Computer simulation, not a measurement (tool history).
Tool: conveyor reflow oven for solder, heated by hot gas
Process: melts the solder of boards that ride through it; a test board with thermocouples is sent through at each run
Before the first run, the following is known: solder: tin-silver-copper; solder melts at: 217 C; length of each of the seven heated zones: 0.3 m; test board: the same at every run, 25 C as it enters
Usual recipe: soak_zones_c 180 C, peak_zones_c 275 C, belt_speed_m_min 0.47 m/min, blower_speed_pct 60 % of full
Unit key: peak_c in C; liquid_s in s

run,hour,soak_zones_c,peak_zones_c,belt_speed_m_min,blower_speed_pct,peak_c,liquid_s
1,0,180,275,0.47,60,258.8,64.3
2,51.8,192,275,0.47,60,260.9,69.2
3,76.4,180,275,0.496,60,256.6,59.1
4,103.5,180,275,0.47,60,258.7,63.2
# hour 155.1: flux residue cleaned out of gas plates and filters
5,157.6,180,275,0.474,60,258.2,63.2
6,183.6,180,275,0.474,60,258.2,62.9
7,221.2,165,275,0.47,60,255.9,56.6
8,268.5,165,275,0.47,60,255.6,56.7
9,314,180,275,0.47,60,258.3,63.9
10,341.8,193,285,0.492,79,272.9,72.3
11,370.2,193,285,0.509,73,270.6,69.2
# hour 378.9: flux residue cleaned out of gas plates and filters
12,400.9,190,284,0.47,60,269.4,73.7
# hour 408.3: flux residue cleaned out of gas plates and filters, once more
13,454.6,173,275,0.493,50,252.8,54.2
14,491.3,173,275,0.493,50,253,53.6
15,524,173,275,0.493,50,253,53.8
16,553.3,167,272,0.527,68,253.8,49.8
17,580.9,184,275,0.514,60,257.9,59.7
# hour 632.7: flux residue cleaned out of gas plates and filters
18,636.9,180,265,0.463,60,252.5,61.8

Below are 3 alternative next runs, each starting from the tool's condition after run 18. Predict each:
A,678.6,180,285,0.47,60,?,?
B,678.6,180,265,0.477,77,?,?
C,678.6,180,275,0.391,60,?,?

run,peak_c,liquid_s
A,269.4,70.4
B,255.6,63
C,265.9,83.5
What these runs would have given with no unlogged condition in the tool:
run,peak_c,liquid_s
A,267.6,68.3
B,254,60.9
C,264.2,81

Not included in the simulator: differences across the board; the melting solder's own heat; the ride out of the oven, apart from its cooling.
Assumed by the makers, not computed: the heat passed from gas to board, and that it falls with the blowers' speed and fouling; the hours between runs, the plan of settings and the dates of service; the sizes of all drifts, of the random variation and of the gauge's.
